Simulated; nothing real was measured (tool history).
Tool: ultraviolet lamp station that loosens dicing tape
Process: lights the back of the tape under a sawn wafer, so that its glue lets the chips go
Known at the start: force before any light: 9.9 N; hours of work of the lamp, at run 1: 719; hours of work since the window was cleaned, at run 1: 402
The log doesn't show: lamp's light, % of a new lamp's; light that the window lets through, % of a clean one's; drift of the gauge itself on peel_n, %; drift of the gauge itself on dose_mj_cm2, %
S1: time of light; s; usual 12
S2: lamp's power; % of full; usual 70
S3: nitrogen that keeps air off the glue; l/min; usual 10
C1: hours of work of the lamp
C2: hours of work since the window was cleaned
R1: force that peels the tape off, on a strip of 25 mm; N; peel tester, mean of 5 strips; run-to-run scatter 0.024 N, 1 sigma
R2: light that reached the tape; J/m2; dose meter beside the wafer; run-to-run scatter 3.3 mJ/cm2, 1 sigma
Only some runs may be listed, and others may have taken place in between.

run   hour  S1  S2  S3    C1   C2     R1     R2
  1    0.0  12  70  10   719  402  1.236   5240
  2   33.9  12  70  10   734  416  1.175   5200
  3   92.2  12  70  10   758  441  1.189   5160
  4  122.8  12  70  10   771  454  1.219   5170
  5  196.9  12  70  10   803  485  1.204   5180
  6  263.8  14  70  10   831  514  0.874   5990
  7  296.4  14  70  10   845  527  0.908   6050
  8  362.9  12  70  10   873  556  1.211   5220
  9  422.0  12  70  10   898  581  1.206   5160
 10  462.9  12  70  10   915  598  1.164   5180
 11  497.3   8  70  10   930  613  2.323   3500
 12  551.1   9  91   6   953  635  1.582   5070
 13  594.6  24  81   5   971  654  0.342  12060
     628.9  -- window cleaned of glue's vapour
 14  639.0   6  81   5   990    4  3.415   3010
 15  688.3   6  81   5  1011   25  3.363   2940
 16  721.4  11  81   9  1025   39  1.125   5540
 17  770.4  11  68   7  1045   60  1.693   4620
 18  807.9   7  79  17  1061   76  1.998   3400

Across each entry between runs, compare the hidden state at the last listed run before it with the hidden state at the first listed run after it:
Between runs 13 and 14: window cleaned of glue's vapour (hour 628.9)
  light that the window lets through, % of a clean one's: 99.9 -> 100
  difference, measured minus the result without the unlogged condition, R2: -40 -> -10 J/m2
